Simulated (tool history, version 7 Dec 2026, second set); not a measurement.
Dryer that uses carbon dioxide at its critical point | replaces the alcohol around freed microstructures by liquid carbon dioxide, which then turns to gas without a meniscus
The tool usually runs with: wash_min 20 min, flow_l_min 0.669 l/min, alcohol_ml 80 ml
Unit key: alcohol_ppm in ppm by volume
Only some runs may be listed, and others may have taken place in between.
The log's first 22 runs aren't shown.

| run | hour | wash_min | flow_l_min | alcohol_ml | hours of work since the filter was changed | hours of work since the purifier's bed was changed | alcohol_ppm |
|---|---|---|---|---|---|---|---|
| 23 | 144.5 | 23 | 0.527 | 75 | 29 | 137 | 265 |
| 24 | 153 | 24 | 0.527 | 22 | 36 | 143 | 89 |
| 25 | 161.5 | 24 | 0.527 | 22 | 42 | 149 | 89 |
| 26 | 167.6 | 24 | 0.527 | 22 | 47 | 154 | 84 |
| 27 | 173.7 | 30 | 0.655 | 78 | 52 | 159 | 44 |
| 28 | 179.7 | 20 | 0.669 | 34 | 56 | 163 | 88 |
| 29 | 187.4 | 30 | 0.669 | 80 | 62 | 169 | 35 |
| 30 | 191.8 | 14 | 1.118 | 111 | 65 | 172 | 114 |
| 31 | 197.2 | 16 | 0.741 | 42 | 69 | 177 | 196 |
| 32 | 206.6 | 16 | 0.741 | 41 | 77 | 184 | 184 |
| 33 | 216.2 | 16 | 0.741 | 41 | 84 | 191 | 196 |
| 34 | 222 | 16 | 0.635 | 80 | 88 | 195 | 644 |
| 35 | 228.4 | 14 | 0.901 | 66 | 93 | 200 | 216 |
| 36 | 233.5 | 16 | 0.583 | 21 | 97 | 204 | 266 |
| 37 | 238.3 | 17 | 0.934 | 24 | 101 | 208 | 54 |

What if the next run were any one of these 5? Each begins from the tool's condition after run 37:
| A | 246.3 | 13 | 0.669 | 81 | 107 | 214 | ? |
| B | 246.3 | 18 | 0.64 | 94 | 107 | 214 | ? |
| C | 246.3 | 17 | 0.948 | 53 | 107 | 214 | ? |
| D | 246.3 | 28 | 0.934 | 24 | 107 | 214 | ? |
| E | 246.3 | 14 | 0.574 | 80 | 107 | 214 | ? |

| run | alcohol_ppm |
|---|---|
| A | 1184 |
| B | 442 |
| C | 78 |
| D | 44 |
| E | 1570 |
With the hidden condition removed and each run's random variation left untouched, the same runs would have given:
| run | alcohol_ppm |
|---|---|
| A | 998 |
| B | 337 |
| C | 31 |
| D | 6 |
| E | 1348 |

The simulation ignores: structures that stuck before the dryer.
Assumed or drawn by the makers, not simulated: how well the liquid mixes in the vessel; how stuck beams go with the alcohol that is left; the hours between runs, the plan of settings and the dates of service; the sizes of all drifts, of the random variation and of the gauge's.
